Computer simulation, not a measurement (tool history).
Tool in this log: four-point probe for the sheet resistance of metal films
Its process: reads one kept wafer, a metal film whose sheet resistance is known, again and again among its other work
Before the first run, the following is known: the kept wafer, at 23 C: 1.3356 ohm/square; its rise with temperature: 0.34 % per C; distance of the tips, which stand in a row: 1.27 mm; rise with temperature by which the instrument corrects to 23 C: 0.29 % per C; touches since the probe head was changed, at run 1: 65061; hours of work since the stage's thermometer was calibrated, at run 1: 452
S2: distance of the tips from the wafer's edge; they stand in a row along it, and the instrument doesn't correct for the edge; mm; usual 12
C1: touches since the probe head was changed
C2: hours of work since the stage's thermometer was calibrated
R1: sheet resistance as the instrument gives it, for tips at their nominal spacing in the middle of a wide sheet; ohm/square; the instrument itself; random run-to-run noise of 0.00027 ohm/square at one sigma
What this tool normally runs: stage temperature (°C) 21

{"run": 1, "hour": 0.0, "stage temperature (°C)": 21, "S2": 12, "C1": 65061, "C2": 452, "R1": 1.35618}
{"run": 2, "hour": 40.8, "stage temperature (°C)": 21, "S2": 12, "C1": 66225, "C2": 471, "R1": 1.356708}
{"run": 3, "hour": 71.4, "stage temperature (°C)": 28, "S2": 12, "C1": 67099, "C2": 485, "R1": 1.361173}
{"run": 4, "hour": 89.2, "stage temperature (°C)": 21, "S2": 5, "C1": 67608, "C2": 493, "R1": 1.393721}
{"run": 5, "hour": 123.5, "stage temperature (°C)": 21, "S2": 5, "C1": 68587, "C2": 508, "R1": 1.394134}
{"run": 6, "hour": 158.9, "stage temperature (°C)": 30, "S2": 5, "C1": 69595, "C2": 525, "R1": 1.400455}
{"run": 7, "hour": 180.0, "stage temperature (°C)": 30, "S2": 5, "C1": 70197, "C2": 534, "R1": 1.40018}
{"run": 8, "hour": 214.6, "stage temperature (°C)": 33, "S2": 12, "C1": 71186, "C2": 550, "R1": 1.365265}
{"run": 9, "hour": 235.7, "stage temperature (°C)": 33, "S2": 12, "C1": 71787, "C2": 559, "R1": 1.365284}
{"run": 10, "hour": 258.4, "stage temperature (°C)": 33, "S2": 12, "C1": 72436, "C2": 570, "R1": 1.365682}
{"run": 11, "hour": 287.1, "stage temperature (°C)": 33, "S2": 12, "C1": 73255, "C2": 583, "R1": 1.36557}
{"run": 12, "hour": 308.7, "stage temperature (°C)": 33, "S2": 12, "C1": 73870, "C2": 593, "R1": 1.365387}
{"run": 13, "hour": 337.3, "stage temperature (°C)": 29, "S2": 12, "C1": 74687, "C2": 606, "R1": 1.363451}
{"run": 14, "hour": 375.4, "stage temperature (°C)": 28, "S2": 36, "C1": 75774, "C2": 623, "R1": 1.355422}
{"run": 15, "hour": 412.0, "stage temperature (°C)": 28, "S2": 10, "C1": 76819, "C2": 640, "R1": 1.36682}
{"run": 16, "hour": 441.2, "stage temperature (°C)": 19, "S2": 64, "C1": 77651, "C2": 653, "R1": 1.349004}
{"run": 17, "hour": 467.9, "stage temperature (°C)": 25, "S2": 4, "C1": 78413, "C2": 665, "R1": 1.422527}
{"run": 18, "hour": 486.1, "stage temperature (°C)": 19, "S2": 9, "C1": 78933, "C2": 673, "R1": 1.363425}
{"run": 19, "hour": 519.1, "stage temperature (°C)": 19, "S2": 9, "C1": 79876, "C2": 688, "R1": 1.363624}
{"run": 20, "hour": 547.0, "stage temperature (°C)": 18, "S2": 53, "C1": 80671, "C2": 701, "R1": 1.349515}
{"run": 21, "hour": 570.4, "stage temperature (°C)": 20, "S2": 7, "C1": 81337, "C2": 712, "R1": 1.374009}
{"run": 22, "hour": 608.9, "stage temperature (°C)": 20, "S2": 7, "C1": 82436, "C2": 729, "R1": 1.373678}
{"run": 23, "hour": 641.2, "stage temperature (°C)": 20, "S2": 7, "C1": 83360, "C2": 744, "R1": 1.374466}
{"hour": 645.8, "done": "new probe head fitted"}
{"run": 24, "hour": 677.6, "stage temperature (°C)": 20, "S2": 7, "C1": 907, "C2": 760, "R1": 1.354406}
{"run": 25, "hour": 715.8, "stage temperature (°C)": 29, "S2": 18, "C1": 1996, "C2": 777, "R1": 1.340457}
{"run": 26, "hour": 755.9, "stage temperature (°C)": 21, "S2": 5, "C1": 3140, "C2": 795, "R1": 1.376873}

What would each run have given without the hidden state, its run-to-run variation left as it was?
Unlogged tool condition in this case: inner tips' distance over the nominal, %; tips' flats over new ones', %; wafer's true temperature over the reading, C; drift of the gauge itself on sheet_ohm, %.
run=1 R1=1.342307
run=2 R1=1.342617
run=3 R1=1.346865
run=4 R1=1.37902
run=5 R1=1.379248
run=6 R1=1.385287
run=7 R1=1.384892
run=8 R1=1.350139
run=9 R1=1.350054
run=10 R1=1.350331
run=11 R1=1.350065
run=12 R1=1.349778
run=13 R1=1.347707
run=14 R1=1.33958
run=15 R1=1.350665
run=16 R1=1.332915
run=17 R1=1.405457
run=18 R1=1.346921
run=19 R1=1.346939
run=20 R1=1.332841
run=21 R1=1.356936
run=22 R1=1.35641
run=23 R1=1.357026
run=24 R1=1.356943
run=25 R1=1.342726
run=26 R1=1.378991
